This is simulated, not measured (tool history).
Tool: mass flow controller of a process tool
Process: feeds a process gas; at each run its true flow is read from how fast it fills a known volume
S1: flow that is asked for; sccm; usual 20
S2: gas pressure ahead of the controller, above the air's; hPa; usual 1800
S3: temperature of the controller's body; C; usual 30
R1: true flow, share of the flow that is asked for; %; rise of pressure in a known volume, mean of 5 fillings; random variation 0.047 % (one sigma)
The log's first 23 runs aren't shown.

run 24 day=62.108 | S1=8 S2=1800 S3=30 | R1=97.14
run 25 day=63.904 | S1=6 S2=2490 S3=33 | R1=96.82
run 26 day=65.746 | S1=19 S2=2060 S3=33 | R1=98.89
run 27 day=69.692 | S1=9 S2=2060 S3=21 | R1=97.25
run 28 day=72.771 | S1=20 S2=1800 S3=31 | R1=98.84
run 29 day=75.858 | S1=47 S2=1520 S3=35 | R1=100.40
-- day=76.242 controller's zero set anew
run 30 day=78.671 | S1=20 S2=1800 S3=40 | R1=98.72
run 31 day=81.529 | S1=20 S2=2780 S3=27 | R1=98.98
-- day=83.708 controller's zero set anew, once more
run 32 day=84.888 | S1=34 S2=2780 S3=24 | R1=100.52
run 33 day=86.554 | S1=20 S2=1900 S3=24 | R1=99.33
run 34 day=89.475 | S1=7 S2=1750 S3=36 | R1=98.71
run 35 day=93.183 | S1=14 S2=1750 S3=32 | R1=99.09
run 36 day=96.508 | S1=14 S2=2060 S3=32 | R1=99.20
run 37 day=99.779 | S1=7 S2=1800 S3=30 | R1=98.46
run 38 day=101.817 | S1=7 S2=1800 S3=30 | R1=98.54
run 39 day=104.625 | S1=41 S2=1660 S3=22 | R1=100.22
run 40 day=108.067 | S1=41 S2=1660 S3=22 | R1=100.17
run 41 day=111.162 | S1=41 S2=1660 S3=22 | R1=100.18
run 42 day=112.967 | S1=43 S2=1660 S3=21 | R1=100.31
run 43 day=115.062 | S1=20 S2=1800 S3=34 | R1=99.45

Run 44 comes next. What will it give?
run 44 day=118.829 | S1=15 S2=1460 S3=26 | R1=?

Run 44 gave R1 98.77 %.
Without the tool's hidden state the same run would have given R1 97.98 %.
